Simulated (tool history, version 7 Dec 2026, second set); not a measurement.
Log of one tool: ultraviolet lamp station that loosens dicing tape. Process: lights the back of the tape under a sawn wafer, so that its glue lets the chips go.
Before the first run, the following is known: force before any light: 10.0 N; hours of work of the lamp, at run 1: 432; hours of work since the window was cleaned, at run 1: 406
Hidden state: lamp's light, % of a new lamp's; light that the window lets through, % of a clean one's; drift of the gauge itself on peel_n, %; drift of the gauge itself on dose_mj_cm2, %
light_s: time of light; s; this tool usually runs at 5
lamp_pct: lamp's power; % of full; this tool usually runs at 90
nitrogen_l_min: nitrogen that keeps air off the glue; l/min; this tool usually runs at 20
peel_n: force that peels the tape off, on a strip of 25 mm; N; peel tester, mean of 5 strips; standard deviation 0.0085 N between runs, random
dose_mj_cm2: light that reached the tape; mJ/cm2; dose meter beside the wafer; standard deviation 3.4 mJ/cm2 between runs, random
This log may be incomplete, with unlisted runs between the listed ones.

run	day	light_s	lamp_pct	nitrogen_l_min	hours of work of the lamp	hours of work since the window was cleaned	peel_n	dose_mj_cm2
1	0	5	90	20	432	406	0.349	549
2	1.558	5	90	20	448	422	0.338	557
3	3	5	90	18	463	437	0.361	556
4	4.838	5	90	20	482	455	0.322	557
5	6.421	5	90	20	498	471	0.342	555
6	7.612	5	90	20	510	484	0.338	557
# day 7.954: window cleaned of glue's vapour
7	9.054	5	90	20	524	11	0.347	552
8	10.283	5	90	20	537	24	0.343	559
9	11.288	4	90	20	547	34	0.523	445
10	13.275	5	90	20	567	54	0.351	559
11	14.246	5	90	20	577	64	0.356	552
12	15.908	5	90	20	594	81	0.347	552
13	17.892	10	86	9	614	101	0.239	1060
14	18.788	9	90	12	623	110	0.242	1001
15	20.508	6	74	12	641	128	0.427	548
16	22.221	7	78	20	658	145	0.273	671
17	23.912	7	78	20	675	162	0.29	677
18	24.817	5	72	13	685	171	0.632	444
19	25.929	2	61	20	696	183	3.081	149
20	27.521	4	88	11	712	199	0.693	434
21	29.1	5	78	21	728	215	0.425	477
22	30.958	6	92	17	747	234	0.281	684
23	32.108	6	75	6	759	246	0.616	558
24	33.033	7	75	22	768	255	0.269	654

5 options for the next run, each taken on its own from the tool as it stands now. Forecast them:
A	34.25	7	74	12	780	267	?	?
B	34.25	6	90	20	780	267	?	?
C	34.25	7	75	10	780	267	?	?
D	34.25	7	81	14	780	267	?	?
E	34.25	3	96	10	780	267	?	?

run	peel_n	dose_mj_cm2
A	0.353	640
B	0.288	656
C	0.36	650
D	0.299	695
E	1.143	354
With the hidden condition removed and each run's random variation left untouched, the same runs would have given:
run	peel_n	dose_mj_cm2
A	0.352	641
B	0.288	658
C	0.359	652
D	0.298	696
E	1.138	355
